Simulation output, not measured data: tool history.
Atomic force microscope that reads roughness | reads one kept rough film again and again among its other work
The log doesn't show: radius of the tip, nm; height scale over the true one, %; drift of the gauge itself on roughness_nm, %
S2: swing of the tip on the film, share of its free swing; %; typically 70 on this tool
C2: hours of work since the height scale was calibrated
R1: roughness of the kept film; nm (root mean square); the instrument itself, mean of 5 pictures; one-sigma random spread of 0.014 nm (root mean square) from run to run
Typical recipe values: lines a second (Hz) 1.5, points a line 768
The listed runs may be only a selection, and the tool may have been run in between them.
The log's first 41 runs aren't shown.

run 42 hour=442.1 | lines_a_second_(Hz)=0.51 S2=70 points_a_line=384 | pictures_with_this_tip=66 C2=240 | R1=3.33
run 43 hour=453.3 | lines_a_second_(Hz)=0.89 S2=70 points_a_line=438 | pictures_with_this_tip=75 C2=245 | R1=3.301
run 44 hour=468.3 | lines_a_second_(Hz)=1.43 S2=77 points_a_line=614 | pictures_with_this_tip=86 C2=252 | R1=3.133
run 45 hour=481.4 | lines_a_second_(Hz)=0.62 S2=69 points_a_line=256 | pictures_with_this_tip=96 C2=259 | R1=3.325
-- hour=489.1 new tip fitted
run 46 hour=491.1 | lines_a_second_(Hz)=0.62 S2=69 points_a_line=256 | pictures_with_this_tip=1 C2=263 | R1=3.33
run 47 hour=503.7 | lines_a_second_(Hz)=1.36 S2=75 points_a_line=366 | pictures_with_this_tip=11 C2=269 | R1=3.154
run 48 hour=510.8 | lines_a_second_(Hz)=1.61 S2=62 points_a_line=859 | pictures_with_this_tip=16 C2=273 | R1=3.311
run 49 hour=523 | lines_a_second_(Hz)=1.61 S2=62 points_a_line=859 | pictures_with_this_tip=25 C2=279 | R1=3.319
run 50 hour=532.5 | lines_a_second_(Hz)=0.6 S2=61 points_a_line=587 | pictures_with_this_tip=33 C2=283 | R1=3.41
run 51 hour=544.3 | lines_a_second_(Hz)=1.5 S2=89 points_a_line=863 | pictures_with_this_tip=42 C2=289 | R1=2.904
run 52 hour=559.4 | lines_a_second_(Hz)=1.11 S2=70 points_a_line=570 | pictures_with_this_tip=53 C2=296 | R1=3.27
run 53 hour=571 | lines_a_second_(Hz)=1.11 S2=80 points_a_line=386 | pictures_with_this_tip=62 C2=302 | R1=3.152
run 54 hour=586.1 | lines_a_second_(Hz)=3.07 S2=79 points_a_line=634 | pictures_with_this_tip=73 C2=309 | R1=2.758

Alternative continuations, all from the tool just after run 54; predict every row:
run A hour=600.5 | lines_a_second_(Hz)=0.51 S2=79 points_a_line=721 | pictures_with_this_tip=84 C2=316 | R1=?
run B hour=600.5 | lines_a_second_(Hz)=0.81 S2=82 points_a_line=521 | pictures_with_this_tip=84 C2=316 | R1=?
run C hour=600.5 | lines_a_second_(Hz)=1.5 S2=75 points_a_line=768 | pictures_with_this_tip=84 C2=316 | R1=?
run D hour=600.5 | lines_a_second_(Hz)=3.07 S2=68 points_a_line=676 | pictures_with_this_tip=84 C2=316 | R1=?

run=A R1=3.335
run=B R1=3.215
run=C R1=3.161
run=D R1=3.039
Had the tool no hidden state, the same runs would have come out as:
run=A R1=3.345
run=B R1=3.224
run=C R1=3.17
run=D R1=3.047
